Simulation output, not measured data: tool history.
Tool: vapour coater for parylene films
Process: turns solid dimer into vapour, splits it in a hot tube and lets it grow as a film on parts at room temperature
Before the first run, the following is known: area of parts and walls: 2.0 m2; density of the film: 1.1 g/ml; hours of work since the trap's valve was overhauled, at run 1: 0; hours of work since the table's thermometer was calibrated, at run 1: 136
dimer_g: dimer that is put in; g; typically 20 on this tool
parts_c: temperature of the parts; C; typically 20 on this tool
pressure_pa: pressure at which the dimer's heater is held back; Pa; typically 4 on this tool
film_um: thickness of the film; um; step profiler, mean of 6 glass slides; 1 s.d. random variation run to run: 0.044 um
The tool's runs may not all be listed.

run,hour,dimer_g,parts_c,pressure_pa,hours of work since the trap's valve was overhauled,hours of work since the table's thermometer was calibrated,film_um
1,0,20,20,4,0,136,4.76
2,69.7,20,20,4,53,189,4.69
3,131.5,20,20,4,100,236,4.65
4,173,20,20,4,132,268,4.58
5,229.1,20,20,4,175,311,4.46
# hour 291.8: trap's valve overhauled
6,300.3,20,20,4,6,362,4.81
7,375,20,20,4,63,419,4.66
8,422.1,20,20,4,99,455,4.64
9,501.9,20,20,4,160,516,4.4
10,567,20,13,4,210,565,5.42
# hour 582.1: trap's valve overhauled
11,624.3,20,13,4,32,606,5.88
12,668.2,20,13,4,66,639,5.72
13,744.3,35,13,7.19,124,697,8.56
14,782.4,35,16,3.73,153,726,8.89
15,837.4,11,28,7.71,195,768,1.63
# hour 871.9: trap's valve overhauled
16,907.3,18,18,2.19,27,819,5.13
17,986.8,31,18,2.26,88,879,8.57
18,1048.3,26,18,2.26,134,926,7.04
19,1105.1,12,13,2.72,178,969,3.67
20,1139.8,12,13,2.72,204,996,3.48

Here are 5 independent what-if runs from the current tool condition. What would each one return?
# hour 1162.5: trap's valve overhauled
A,1209,12,24,10.62,35,1045,?
# hour 1162.5: trap's valve overhauled
B,1209,15,25,3.04,35,1045,?
# hour 1162.5: trap's valve overhauled
C,1209,25,21,2.72,35,1045,?
# hour 1162.5: trap's valve overhauled
D,1209,21,13,9.07,35,1045,?
# hour 1162.5: trap's valve overhauled
E,1209,14,17,3.63,35,1045,?

run,film_um
A,1.96
B,3.16
C,6.28
D,4.94
E,3.66
Take away the tool's hidden state, keep each run's random variation, and the runs would have read:
run,film_um
A,2.04
B,3.29
C,6.54
D,5.15
E,3.81
